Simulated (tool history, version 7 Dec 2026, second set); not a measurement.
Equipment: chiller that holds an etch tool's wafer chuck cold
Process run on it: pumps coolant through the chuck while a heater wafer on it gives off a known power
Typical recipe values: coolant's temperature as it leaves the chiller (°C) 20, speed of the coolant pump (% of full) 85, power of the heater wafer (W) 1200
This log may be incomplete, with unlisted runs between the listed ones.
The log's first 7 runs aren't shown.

run,hour,coolant's temperature as it leaves the chiller (°C),speed of the coolant pump (% of full),power of the heater wafer (W),hours since the coolant was changed and the channels were flushed,hours since the pump was overhauled,hours since the chiller's thermometer was calibrated,chuck's temperature once it has settled (°C),how much warmer the coolant comes back (C)
8,163.7,20,85,1200,5211,626,557,29.1,3.18
9,183.8,20,85,1200,5231,646,577,29.2,3.16
10,215.6,20,85,1200,5263,678,609,29,3.2
11,247.9,20,62,1200,5296,711,641,31.6,4.37
12,273.3,20,62,1200,5321,736,667,31.6,4.37
13,301.6,20,62,1200,5349,764,695,31.5,4.47
14,318.2,20,62,1200,5366,781,711,31.8,4.36
15,336.5,20,96,1200,5384,799,730,28.4,2.85
16,358.1,20,96,1200,5406,821,751,28.4,2.84
17,387.6,20,61,1127,5435,850,781,30.8,4.18
18,413.5,20,85,1100,5461,876,807,28.3,2.91
19,434.2,20,85,1100,5482,897,827,28.6,2.9
20,450.4,20,70,1100,5498,913,844,29.7,3.49
21,478.3,17,85,757,5526,941,871,22.8,2.02
22,500.4,12,85,1200,5548,963,894,21,3.2
23,527.3,12,85,1200,5575,990,921,21.2,3.19
24,545.6,19,93,1471,5593,1008,939,29.6,3.65
25,572.5,19,73,1579,5620,1035,966,32.5,4.91
26,600,19,73,1579,5648,1063,993,32.5,4.97
27,631.1,22,95,1200,5679,1094,1024,30.4,2.84
28,661.1,22,95,1200,5709,1124,1054,30.5,2.85
29,678.4,22,95,1200,5726,1141,1072,30.5,2.9

Run 30 comes next. What will it give?
30,705.7,11,91,1044,5753,1168,1099,?,?

{"run 30": {"chuck's temperature once it has settled (°C)": 18.7, "how much warmer the coolant comes back (C)": 2.58}}
On a tool with no hidden condition, and with the same random variation, this run would have come out at chuck's temperature once it has settled (°C) 17.9, how much warmer the coolant comes back (C) 2.53.
